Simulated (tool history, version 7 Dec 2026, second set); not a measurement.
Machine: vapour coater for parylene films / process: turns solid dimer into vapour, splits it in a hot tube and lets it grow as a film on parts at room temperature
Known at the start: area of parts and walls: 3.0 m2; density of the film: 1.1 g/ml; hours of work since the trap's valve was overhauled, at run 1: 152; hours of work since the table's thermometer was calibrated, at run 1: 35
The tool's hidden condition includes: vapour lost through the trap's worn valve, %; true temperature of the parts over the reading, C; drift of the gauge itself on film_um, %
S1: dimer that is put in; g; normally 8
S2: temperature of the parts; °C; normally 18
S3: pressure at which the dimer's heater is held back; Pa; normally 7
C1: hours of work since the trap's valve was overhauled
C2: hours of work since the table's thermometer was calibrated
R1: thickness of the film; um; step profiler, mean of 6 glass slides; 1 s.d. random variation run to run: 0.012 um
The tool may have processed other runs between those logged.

run 1 day=0 | S1=8 S2=18 S3=7 | C1=152 C2=35 | R1=0.99
run 2 day=0.425 | S1=8 S2=18 S3=7 | C1=157 C2=41 | R1=1
run 3 day=0.775 | S1=8 S2=18 S3=7 | C1=162 C2=45 | R1=1.01
run 4 day=1.371 | S1=8 S2=18 S3=7 | C1=170 C2=53 | R1=0.98
run 5 day=1.721 | S1=8 S2=18 S3=7 | C1=175 C2=58 | R1=0.97
run 6 day=2.008 | S1=8 S2=18 S3=7 | C1=179 C2=62 | R1=0.99
run 7 day=2.417 | S1=8 S2=18 S3=7 | C1=184 C2=67 | R1=1
run 8 day=2.788 | S1=8 S2=10 S3=7 | C1=189 C2=72 | R1=1.13
run 9 day=3.079 | S1=8 S2=10 S3=7 | C1=193 C2=76 | R1=1.12
run 10 day=3.65 | S1=8 S2=10 S3=7 | C1=201 C2=84 | R1=1.14
run 11 day=4.25 | S1=5 S2=18 S3=7 | C1=209 C2=92 | R1=0.6
run 12 day=4.95 | S1=5 S2=18 S3=7 | C1=218 C2=101 | R1=0.62
run 13 day=5.442 | S1=5 S2=18 S3=7 | C1=225 C2=108 | R1=0.58
run 14 day=5.775 | S1=5 S2=18 S3=7 | C1=229 C2=112 | R1=0.61
run 15 day=6.3 | S1=8 S2=10 S3=7 | C1=236 C2=120 | R1=1.11
run 16 day=6.638 | S1=8 S2=29 S3=7 | C1=241 C2=124 | R1=0.82
-- day=6.958 trap's valve overhauled
run 17 day=7.321 | S1=8 S2=29 S3=7 | C1=5 C2=131 | R1=0.9
run 18 day=7.875 | S1=8 S2=29 S3=7 | C1=12 C2=138 | R1=0.88
-- day=7.971 table's thermometer calibrated
run 19 day=8.304 | S1=13 S2=18 S3=3.66 | C1=18 C2=5 | R1=1.85
run 20 day=8.771 | S1=13 S2=18 S3=3.66 | C1=24 C2=11 | R1=1.87
-- day=9.142 table's thermometer calibrated, once more
run 21 day=9.142 | S1=8 S2=18 S3=5 | C1=28 C2=0 | R1=1.1
run 22 day=9.488 | S1=8 S2=18 S3=10.5 | C1=33 C2=5 | R1=1
run 23 day=9.958 | S1=8 S2=18 S3=10.5 | C1=39 C2=11 | R1=1.01
run 24 day=10.567 | S1=9 S2=10 S3=5.74 | C1=47 C2=19 | R1=1.39
run 25 day=11.112 | S1=3 S2=12 S3=2.48 | C1=55 C2=27 | R1=0.49
run 26 day=11.617 | S1=5 S2=27 S3=3.84 | C1=61 C2=33 | R1=0.61
run 27 day=12.033 | S1=5 S2=27 S3=3.84 | C1=67 C2=39 | R1=0.62
run 28 day=12.442 | S1=4 S2=27 S3=3.04 | C1=73 C2=44 | R1=0.49
run 29 day=13.017 | S1=4 S2=16 S3=3.25 | C1=80 C2=52 | R1=0.58
run 30 day=13.675 | S1=4 S2=16 S3=3.25 | C1=89 C2=61 | R1=0.56
run 31 day=14.271 | S1=4 S2=16 S3=3.25 | C1=97 C2=69 | R1=0.58
run 32 day=14.8 | S1=4 S2=16 S3=3.25 | C1=104 C2=76 | R1=0.57
run 33 day=15.496 | S1=4 S2=30 S3=5.36 | C1=114 C2=85 | R1=0.44

Measured minus without-hidden-state, run by run (identical run-to-run variation in each term; gauge scatter may differ):
run=1 R1=-0.07
run=2 R1=-0.06
run=3 R1=-0.07
run=4 R1=-0.07
run=5 R1=-0.08
run=6 R1=-0.08
run=7 R1=-0.08
run=8 R1=-0.09
run=9 R1=-0.09
run=10 R1=-0.1
run=11 R1=-0.06
run=12 R1=-0.06
run=13 R1=-0.06
run=14 R1=-0.06
run=15 R1=-0.12
run=16 R1=-0.08
run=17 R1=-0.01
run=18 R1=-0.01
run=19 R1=-0.01
run=20 R1=-0.02
run=21 R1=-0.01
run=22 R1=-0.02
run=23 R1=-0.02
run=24 R1=-0.03
run=25 R1=-0.01
run=26 R1=-0.02
run=27 R1=-0.01
run=28 R1=-0.02
run=29 R1=-0.02
run=30 R1=-0.02
run=31 R1=-0.03
run=32 R1=-0.03
run=33 R1=-0.02
